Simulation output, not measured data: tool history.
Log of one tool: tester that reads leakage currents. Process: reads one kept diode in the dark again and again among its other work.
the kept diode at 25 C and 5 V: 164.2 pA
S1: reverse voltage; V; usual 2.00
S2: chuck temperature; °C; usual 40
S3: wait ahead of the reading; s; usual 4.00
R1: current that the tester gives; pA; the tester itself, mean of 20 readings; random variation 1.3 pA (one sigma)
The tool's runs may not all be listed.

run	hour	S1	S2	S3	R1
1	0.0	2.00	40	4.00	411.99
2	154.6	2.00	40	4.00	405.43
# hour 238.1: probe card cleaned and baked
3	312.8	2.00	40	4.00	394.20
4	425.1	2.00	40	4.00	392.59
5	569.8	2.00	40	0.64	388.06
6	667.9	2.00	40	0.64	382.16
7	812.4	2.00	34	4.00	221.69
# hour 868.6: chuck's temperature calibrated
8	905.1	2.00	40	4.00	428.72
9	999.0	2.00	40	4.00	424.36
10	1102.6	6.18	33	7.81	383.05
11	1232.7	3.28	34	0.46	310.98
12	1351.2	3.46	22	0.63	106.14
13	1423.0	3.46	22	0.63	105.31

Forecast run 14:
14	1527.7	2.60	49	4.00	?

Run 14 gave R1 972.45 pA.
Without the tool's hidden state the same run would have given R1 1022.54 pA.
